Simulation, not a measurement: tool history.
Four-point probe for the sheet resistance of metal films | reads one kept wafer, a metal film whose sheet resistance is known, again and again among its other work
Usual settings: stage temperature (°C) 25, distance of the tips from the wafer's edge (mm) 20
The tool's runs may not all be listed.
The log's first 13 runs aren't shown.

| run | hour | stage temperature (°C) | distance of the tips from the wafer's edge (mm) | touches since the probe head was changed | hours of work since the stage's thermometer was calibrated | sheet resistance as the instrument gives it (ohm/square) |
|---|---|---|---|---|---|---|
| 14 | 233.7 | 25 | 8 | 10397 | 324 | 0.065827 |
| 15 | 259.5 | 25 | 8 | 10741 | 335 | 0.065839 |
| 16 | 273.6 | 31 | 20 | 10928 | 341 | 0.065660 |
| 17 | 290.7 | 28 | 24 | 11155 | 348 | 0.065724 |
| 18 | 302.1 | 27 | 9 | 11307 | 353 | 0.065792 |
| 19 | 325.7 | 26 | 4 | 11620 | 362 | 0.066237 |
| 20 | 340.5 | 20 | 7 | 11817 | 368 | 0.065932 |
| 21 | 354.1 | 20 | 7 | 11998 | 374 | 0.065923 |
| 22 | 370.5 | 25 | 23 | 12216 | 381 | 0.065733 |

The next listed run, before its measurement:
| 23 | 386.9 | 33 | 17 | 12434 | 388 | ? |

{"run 23": {"sheet resistance as the instrument gives it (ohm/square)": 0.065664}}
Without the tool's hidden state the same run would have given sheet resistance as the instrument gives it (ohm/square) 0.065933.
